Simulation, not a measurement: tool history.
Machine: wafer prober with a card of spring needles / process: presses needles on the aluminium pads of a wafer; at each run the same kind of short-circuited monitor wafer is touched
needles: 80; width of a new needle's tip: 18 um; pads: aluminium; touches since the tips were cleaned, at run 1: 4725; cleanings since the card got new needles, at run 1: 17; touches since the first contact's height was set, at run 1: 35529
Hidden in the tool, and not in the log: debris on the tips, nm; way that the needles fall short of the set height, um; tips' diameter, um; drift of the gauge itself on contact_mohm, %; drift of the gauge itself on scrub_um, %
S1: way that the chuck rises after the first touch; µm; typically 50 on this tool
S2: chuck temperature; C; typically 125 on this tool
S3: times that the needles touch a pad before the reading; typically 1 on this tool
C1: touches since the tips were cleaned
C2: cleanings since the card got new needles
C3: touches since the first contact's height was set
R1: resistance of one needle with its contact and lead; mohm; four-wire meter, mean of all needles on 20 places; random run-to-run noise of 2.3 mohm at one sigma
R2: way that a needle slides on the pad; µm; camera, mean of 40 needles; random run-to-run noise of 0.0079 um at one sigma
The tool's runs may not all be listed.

Run 1, hour 0: usual settings; C1 4725; C2 17; C3 35529. Result: R1 403 mohm, R2 7.92 µm.
Run 2, hour 6.4: usual settings; C1 8133; C2 17; C3 38937. Result: R1 445 mohm, R2 7.922 µm.
At hour 8.2: tips cleaned on abrasive film.
Run 3, hour 17: usual settings; C1 4690; C2 18; C3 44495. Result: R1 409 mohm, R2 7.926 µm.
At hour 25: tips cleaned on abrasive film.
Run 4, hour 25.5: usual settings; C1 251; C2 19; C3 48945. Result: R1 272 mohm, R2 7.899 µm.
Run 5, hour 30.9: usual settings but S3 2; C1 3147; C2 19; C3 51841. Result: R1 320 mohm, R2 7.904 µm.
Run 6, hour 41.5: usual settings but S2 56 C, S3 2; C1 8770; C2 19; C3 57464. Result: R1 368 mohm, R2 7.913 µm.
At hour 42.6: tips cleaned on abrasive film.
Run 7, hour 50.4: usual settings but S2 56 C, S3 2; C1 4142; C2 20; C3 62123. Result: R1 330 mohm, R2 7.908 µm.
At hour 59.4: tips cleaned on abrasive film.
Run 8, hour 59.6: usual settings; C1 135; C2 21; C3 66944. Result: R1 278 mohm, R2 7.883 µm.
Run 9, hour 65.1: usual settings but S1 41 µm; C1 3053; C2 21; C3 69862. Result: R1 423 mohm, R2 6.453 µm.
Run 10, hour 74.3: usual settings; C1 7939; C2 21; C3 74748. Result: R1 436 mohm, R2 7.882 µm.
At hour 76.2: tips cleaned on abrasive film.
Run 11, hour 81.9: usual settings; C1 3048; C2 22; C3 78730. Result: R1 371 mohm, R2 7.868 µm.
At hour 92.9: tips cleaned on abrasive film.
Run 12, hour 92.9: usual settings; C1 0; C2 23; C3 84496. Result: R1 267 mohm, R2 7.867 µm.
Run 13, hour 103: usual settings; C1 5391; C2 23; C3 89887. Result: R1 421 mohm, R2 7.867 µm.
At hour 110.1: tips cleaned on abrasive film.
Run 14, hour 111.4: usual settings; C1 718; C2 24; C3 94272. Result: R1 300 mohm, R2 7.851 µm.
Run 15, hour 120.5: usual settings; C1 5546; C2 24; C3 99100. Result: R1 430 mohm, R2 7.835 µm.
At hour 127: tips cleaned on abrasive film.
Run 16, hour 132.5: usual settings; C1 2917; C2 25; C3 105416. Result: R1 376 mohm, R2 7.829 µm.
At hour 144: tips cleaned on abrasive film.
Run 17, hour 144.9: usual settings; C1 484; C2 26; C3 111927. Result: R1 285 mohm, R2 7.823 µm.
Run 18, hour 154.2: usual settings; C1 5415; C2 26; C3 116858. Result: R1 422 mohm, R2 7.825 µm.
At hour 161.1: tips cleaned on abrasive film.
Run 19, hour 161.1: usual settings; C1 0; C2 27; C3 120473. Result: R1 278 mohm, R2 7.82 µm.
Run 20, hour 168.7: usual settings but S1 36 µm, S2 103 C, S3 2; C1 4062; C2 27; C3 124535. Result: R1 430 mohm, R2 5.587 µm.
At hour 178.1: tips cleaned on abrasive film.
Run 21, hour 179.5: usual settings but S1 36 µm, S2 103 C, S3 2; C1 709; C2 28; C3 130164. Result: R1 312 mohm, R2 5.576 µm.
Run 22, hour 184.7: usual settings but S1 32 µm, S2 103 C, S3 3; C1 3490; C2 28; C3 132945. Result: R1 380 mohm, R2 4.922 µm.
At hour 195.2: tips cleaned on abrasive film.
Run 23, hour 195.4: usual settings but S2 114 C, S3 2; C1 79; C2 29; C3 138569. Result: R1 268 mohm, R2 7.791 µm.
Run 24, hour 201.1: usual settings but S3 3; C1 3086; C2 29; C3 141576. Result: R1 302 mohm, R2 7.79 µm.
Run 25, hour 207.9: usual settings but S3 3; C1 6713; C2 29; C3 145203. Result: R1 322 mohm, R2 7.797 µm.
At hour 209.1: height of the first contact set anew.
At hour 212.8: tips cleaned on abrasive film.
Run 26, hour 216.5: usual settings but S1 67 µm, S2 42 C; C1 1964; C2 30; C3 3911. Result: R1 298 mohm, R2 10.648 µm.
Run 27, hour 223.1: usual settings but S1 59 µm, S2 35 C, S3 2; C1 5453; C2 30; C3 7400. Result: R1 313 mohm, R2 9.375 µm.
Run 28, hour 229.3: usual settings but S1 59 µm, S2 35 C, S3 2; C1 8734; C2 30; C3 10681. Result: R1 328 mohm, R2 9.384 µm.
At hour 230: tips cleaned on abrasive film.
Run 29, hour 235.8: usual settings but S1 59 µm, S2 35 C, S3 2; C1 3087; C2 31; C3 14085. Result: R1 291 mohm, R2 9.358 µm.
Run 30, hour 242.8: usual settings but S1 59 µm, S2 35 C, S3 2; C1 6791; C2 31; C3 17789. Result: R1 323 mohm, R2 9.364 µm.
At hour 247.8: tips cleaned on abrasive film.
Run 31, hour 253.1: usual settings but S1 59 µm, S2 35 C, S3 2; C1 2815; C2 32; C3 23221. Result: R1 293 mohm, R2 9.349 µm.
Run 32, hour 259.6: usual settings but S1 41 µm, S2 43 C; C1 6271; C2 32; C3 26677. Result: R1 537 mohm, R2 6.504 µm.
At hour 265.1: tips cleaned on abrasive film.
Run 33, hour 269.7: usual settings but S2 61 C; C1 2459; C2 33; C3 31965. Result: R1 349 mohm, R2 7.909 µm.
At hour 282: tips cleaned on abrasive film.
Run 34, hour 282.1: usual settings but S2 61 C; C1 84; C2 34; C3 38503. Result: R1 262 mohm, R2 7.903 µm.
Run 35, hour 293.6: usual settings but S2 61 C; C1 6191; C2 34; C3 44610. Result: R1 441 mohm, R2 7.897 µm.

Alternative continuations, all from the tool just after run 35; predict every row:
At hour 298.7: tips cleaned on abrasive film.
Run A, hour 299.6: usual settings but S1 57 µm, S2 35 C, S3 2; C1 467; C2 35; C3 47696. Result: R1 ?, R2 ?.
At hour 298.7: tips cleaned on abrasive film.
Run B, hour 299.6: usual settings but S1 66 µm, S3 2; C1 467; C2 35; C3 47696. Result: R1 ?, R2 ?.
At hour 298.7: tips cleaned on abrasive film.
Run C, hour 299.6: usual settings but S1 55 µm, S2 61 C; C1 467; C2 35; C3 47696. Result: R1 ?, R2 ?.

run   R1     R2
  A  251  9.004
  B  264  10.45
  C  268  8.692
Stripped of hidden state, with their random variation kept, the same runs would have yielded:
run   R1     R2
  A  229  9.063
  B  250  10.51
  C  233  8.752
